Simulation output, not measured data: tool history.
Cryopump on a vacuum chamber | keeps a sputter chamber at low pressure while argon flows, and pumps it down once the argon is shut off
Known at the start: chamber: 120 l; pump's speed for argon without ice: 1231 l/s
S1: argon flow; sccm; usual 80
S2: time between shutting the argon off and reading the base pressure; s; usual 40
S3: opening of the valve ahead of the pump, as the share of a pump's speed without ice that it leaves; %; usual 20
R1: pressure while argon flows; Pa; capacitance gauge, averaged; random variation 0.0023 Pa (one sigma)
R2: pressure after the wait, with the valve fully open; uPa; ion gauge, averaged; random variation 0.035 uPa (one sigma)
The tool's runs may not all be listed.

run 1 hour=0 | S1=80 S2=40 S3=20 | R1=0.5636 R2=2.77
run 2 hour=18.4 | S1=72 S2=40 S3=20 | R1=0.5022 R2=2.81
run 3 hour=27.7 | S1=72 S2=40 S3=20 | R1=0.5079 R2=2.83
run 4 hour=43.8 | S1=72 S2=40 S3=20 | R1=0.5064 R2=2.9
run 5 hour=54 | S1=80 S2=40 S3=20 | R1=0.5635 R2=2.94
run 6 hour=71.7 | S1=80 S2=40 S3=20 | R1=0.5634 R2=2.91
run 7 hour=82.2 | S1=80 S2=40 S3=20 | R1=0.5625 R2=2.86
run 8 hour=96.6 | S1=67 S2=40 S3=20 | R1=0.4707 R2=2.97
run 9 hour=105.6 | S1=67 S2=40 S3=20 | R1=0.4687 R2=2.8
run 10 hour=119.1 | S1=80 S2=141 S3=20 | R1=0.5611 R2=1.73
run 11 hour=140.7 | S1=130 S2=40 S3=20 | R1=0.9116 R2=2.97
run 12 hour=149.4 | S1=80 S2=31 S3=20 | R1=0.5614 R2=3.41
run 13 hour=161.6 | S1=80 S2=31 S3=20 | R1=0.5658 R2=3.48
run 14 hour=178.6 | S1=80 S2=24 S3=20 | R1=0.5668 R2=4.06
run 15 hour=191.4 | S1=80 S2=24 S3=20 | R1=0.5624 R2=4.25
run 16 hour=201.2 | S1=80 S2=24 S3=20 | R1=0.5635 R2=4.13
run 17 hour=218.7 | S1=80 S2=24 S3=20 | R1=0.5669 R2=4.09
run 18 hour=238.7 | S1=41 S2=48 S3=17 | R1=0.3377 R2=2.75
run 19 hour=256.1 | S1=41 S2=48 S3=17 | R1=0.3393 R2=2.78
run 20 hour=275.7 | S1=41 S2=48 S3=17 | R1=0.3374 R2=2.83
run 21 hour=296.8 | S1=82 S2=209 S3=20 | R1=0.5793 R2=1.77
run 22 hour=311.9 | S1=82 S2=209 S3=20 | R1=0.5795 R2=1.8
run 23 hour=333.1 | S1=41 S2=153 S3=20 | R1=0.289 R2=1.87
run 24 hour=345.5 | S1=41 S2=153 S3=20 | R1=0.2896 R2=1.91
run 25 hour=354.6 | S1=41 S2=153 S3=20 | R1=0.2916 R2=1.98
run 26 hour=371.3 | S1=41 S2=153 S3=20 | R1=0.2874 R2=1.98
run 27 hour=387.8 | S1=80 S2=59 S3=16 | R1=0.7081 R2=2.71
run 28 hour=405.1 | S1=140 S2=37 S3=43 | R1=0.4776 R2=3.36
run 29 hour=424 | S1=76 S2=241 S3=18 | R1=0.5973 R2=1.95
run 30 hour=445 | S1=76 S2=241 S3=18 | R1=0.5999 R2=1.97
run 31 hour=456.5 | S1=76 S2=241 S3=18 | R1=0.596 R2=1.93
run 32 hour=468.9 | S1=76 S2=241 S3=18 | R1=0.5957 R2=1.9
run 33 hour=478.9 | S1=50 S2=43 S3=24 | R1=0.2993 R2=3.14
run 34 hour=492.5 | S1=45 S2=40 S3=22 | R1=0.2904 R2=3.41

Forecast each of these 4 alternatives for the next run:
run A hour=512.8 | S1=40 S2=32 S3=50 | R1=? R2=?
run B hour=512.8 | S1=50 S2=40 S3=22 | R1=? R2=?
run C hour=512.8 | S1=80 S2=204 S3=20 | R1=? R2=?
run D hour=512.8 | S1=45 S2=23 S3=22 | R1=? R2=?

run=A R1=0.1206 R2=3.84
run=B R1=0.3265 R2=3.39
run=C R1=0.5713 R2=1.94
run=D R1=0.2925 R2=4.67
Without the tool's hidden state the same runs would have given:
run=A R1=0.1105 R2=2.38
run=B R1=0.3139 R2=1.94
run=C R1=0.5511 R2=0.52
run=D R1=0.2812 R2=3.2

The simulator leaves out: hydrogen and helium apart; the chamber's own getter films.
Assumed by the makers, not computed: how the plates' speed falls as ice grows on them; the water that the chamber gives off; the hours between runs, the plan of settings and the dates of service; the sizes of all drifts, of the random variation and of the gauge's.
